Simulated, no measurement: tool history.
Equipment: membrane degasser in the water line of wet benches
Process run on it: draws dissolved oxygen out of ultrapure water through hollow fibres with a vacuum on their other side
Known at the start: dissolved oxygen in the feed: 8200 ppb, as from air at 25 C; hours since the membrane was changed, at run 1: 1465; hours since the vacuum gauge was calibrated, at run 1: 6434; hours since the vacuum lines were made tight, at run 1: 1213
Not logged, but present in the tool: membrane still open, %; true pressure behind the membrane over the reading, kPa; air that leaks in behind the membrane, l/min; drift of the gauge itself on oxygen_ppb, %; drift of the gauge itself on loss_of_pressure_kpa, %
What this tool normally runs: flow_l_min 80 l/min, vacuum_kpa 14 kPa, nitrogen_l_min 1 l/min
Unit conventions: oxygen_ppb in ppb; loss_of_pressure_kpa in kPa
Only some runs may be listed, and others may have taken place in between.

run	day	flow_l_min	vacuum_kpa	nitrogen_l_min	hours since the membrane was changed	hours since the vacuum gauge was calibrated	hours since the vacuum lines were made tight	oxygen_ppb	loss_of_pressure_kpa
1	0	80	14	1	1465	6434	1213	1451.6	30.39
2	4.033	80	14	1	1562	6530	1310	1455.4	29.95
3	9.171	80	14	1	1685	6654	1434	1438.4	30.25
4	13.317	80	14	1	1785	6753	1533	1439.8	29.94
5	18.962	80	14	1	1920	6889	1669	1438	30.4
6	23.492	80	14	1	2029	6998	1777	1437.5	30.27
7	28.912	80	14	1	2159	7128	1907	1442.3	30.33
8	32.025	120	14	1	2234	7202	1982	1928.3	45.41
9	35.875	120	14	1	2326	7295	2074	1926.3	45.33
10	40.725	80	14	0.92	2443	7411	2191	1490	30.16
11	46.296	80	14	1	2576	7545	2325	1430.7	30.37
12	51.012	80	14	1	2690	7658	2438	1412.7	30.13
13	56.208	80	14	1	2814	7783	2563	1409.5	30.35
# day 57.742: gauge calibrated
14	63.062	80	14	1	2979	7947	2727	1451.1	30.09
15	67.142	80	14	1	3077	8045	2825	1444.6	29.9
16	72.212	80	14	1	3198	8167	2947	1445.5	29.99

The next listed run, before its measurement:
# day 75.242: vacuum gauge calibrated
17	75.242	80	14	1	3271	0	3019	?	?

oxygen_ppb: 1436.1 ppb
loss_of_pressure_kpa: 30.14 kPa
If the tool had no hidden condition, the same run with the same run-to-run variation would have returned oxygen_ppb 1447.2 ppb, loss_of_pressure_kpa 30.13 kPa.
